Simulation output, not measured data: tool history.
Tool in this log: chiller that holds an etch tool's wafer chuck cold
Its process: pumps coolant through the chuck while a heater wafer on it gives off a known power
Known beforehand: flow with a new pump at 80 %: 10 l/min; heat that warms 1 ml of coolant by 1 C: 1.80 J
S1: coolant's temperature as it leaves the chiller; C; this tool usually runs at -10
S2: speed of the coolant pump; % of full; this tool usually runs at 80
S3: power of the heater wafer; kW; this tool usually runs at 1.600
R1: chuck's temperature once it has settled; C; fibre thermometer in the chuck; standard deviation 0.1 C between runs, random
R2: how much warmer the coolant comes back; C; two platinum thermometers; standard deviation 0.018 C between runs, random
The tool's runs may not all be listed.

run 1 hour=0.0 | S1=-10 S2=80 S3=1.600 | R1=5.3 R2=5.32
run 2 hour=55.1 | S1=-1 S2=80 S3=1.600 | R1=14.2 R2=5.35
run 3 hour=131.6 | S1=-1 S2=80 S3=1.600 | R1=14.3 R2=5.34
run 4 hour=183.0 | S1=-10 S2=80 S3=1.600 | R1=5.4 R2=5.32
run 5 hour=249.4 | S1=-10 S2=80 S3=1.600 | R1=5.4 R2=5.34
run 6 hour=323.0 | S1=-10 S2=80 S3=1.600 | R1=5.3 R2=5.33
run 7 hour=379.3 | S1=-10 S2=80 S3=1.600 | R1=5.3 R2=5.31
run 8 hour=435.3 | S1=-15 S2=80 S3=1.600 | R1=0.0 R2=5.32
run 9 hour=475.5 | S1=-15 S2=80 S3=1.600 | R1=0.1 R2=5.32
run 10 hour=509.6 | S1=-15 S2=80 S3=1.600 | R1=0.3 R2=5.34
run 11 hour=559.6 | S1=-10 S2=78 S3=1.600 | R1=5.6 R2=5.46
run 12 hour=594.0 | S1=-10 S2=99 S3=1.600 | R1=2.9 R2=4.32
run 13 hour=645.5 | S1=-10 S2=80 S3=0.923 | R1=-1.1 R2=3.03
run 14 hour=680.5 | S1=-10 S2=80 S3=0.923 | R1=-1.2 R2=3.09
run 15 hour=717.6 | S1=-10 S2=80 S3=1.768 | R1=6.7 R2=5.89
run 16 hour=793.9 | S1=-10 S2=80 S3=1.768 | R1=6.8 R2=5.90
run 17 hour=844.2 | S1=-10 S2=80 S3=1.768 | R1=6.8 R2=5.88
run 18 hour=900.2 | S1=-13 S2=80 S3=1.503 | R1=1.4 R2=5.01
run 19 hour=950.7 | S1=-14 S2=74 S3=2.389 | R1=10.2 R2=8.60
run 20 hour=1009.5 | S1=-14 S2=80 S3=1.071 | R1=-3.8 R2=3.57
run 21 hour=1058.1 | S1=-19 S2=80 S3=1.182 | R1=-7.6 R2=3.91
run 22 hour=1094.7 | S1=-19 S2=80 S3=1.182 | R1=-7.8 R2=3.94
run 23 hour=1168.5 | S1=-19 S2=80 S3=1.182 | R1=-7.7 R2=3.97
run 24 hour=1242.9 | S1=-14 S2=62 S3=1.357 | R1=1.8 R2=5.78
run 25 hour=1289.3 | S1=-10 S2=97 S3=0.873 | R1=-2.8 R2=2.43
run 26 hour=1357.8 | S1=-10 S2=94 S3=0.873 | R1=-2.5 R2=2.50
run 27 hour=1432.3 | S1=-1 S2=63 S3=1.079 | R1=11.5 R2=4.52
run 28 hour=1513.4 | S1=0 S2=62 S3=1.323 | R1=15.3 R2=5.63
run 29 hour=1576.1 | S1=-2 S2=77 S3=0.879 | R1=6.6 R2=3.02
run 30 hour=1615.1 | S1=-2 S2=77 S3=0.879 | R1=6.5 R2=3.06
run 31 hour=1674.2 | S1=-13 S2=76 S3=0.882 | R1=-4.1 R2=3.10
run 32 hour=1718.0 | S1=-6 S2=81 S3=1.600 | R1=9.2 R2=5.26
run 33 hour=1784.2 | S1=-12 S2=74 S3=1.372 | R1=1.9 R2=4.94

Alternative continuations, all from the tool just after run 33; predict every row:
run A hour=1845.9 | S1=-15 S2=86 S3=1.100 | R1=? R2=?
run B hour=1845.9 | S1=-6 S2=74 S3=1.534 | R1=? R2=?
run C hour=1845.9 | S1=-12 S2=74 S3=1.374 | R1=? R2=?

run=A R1=-5.1 R2=3.41
run=B R1=9.6 R2=5.48
run=C R1=1.9 R2=4.94
Stripped of hidden state, with their random variation kept, the same runs would have yielded:
run=A R1=-5.1 R2=3.41
run=B R1=9.5 R2=5.48
run=C R1=1.8 R2=4.94
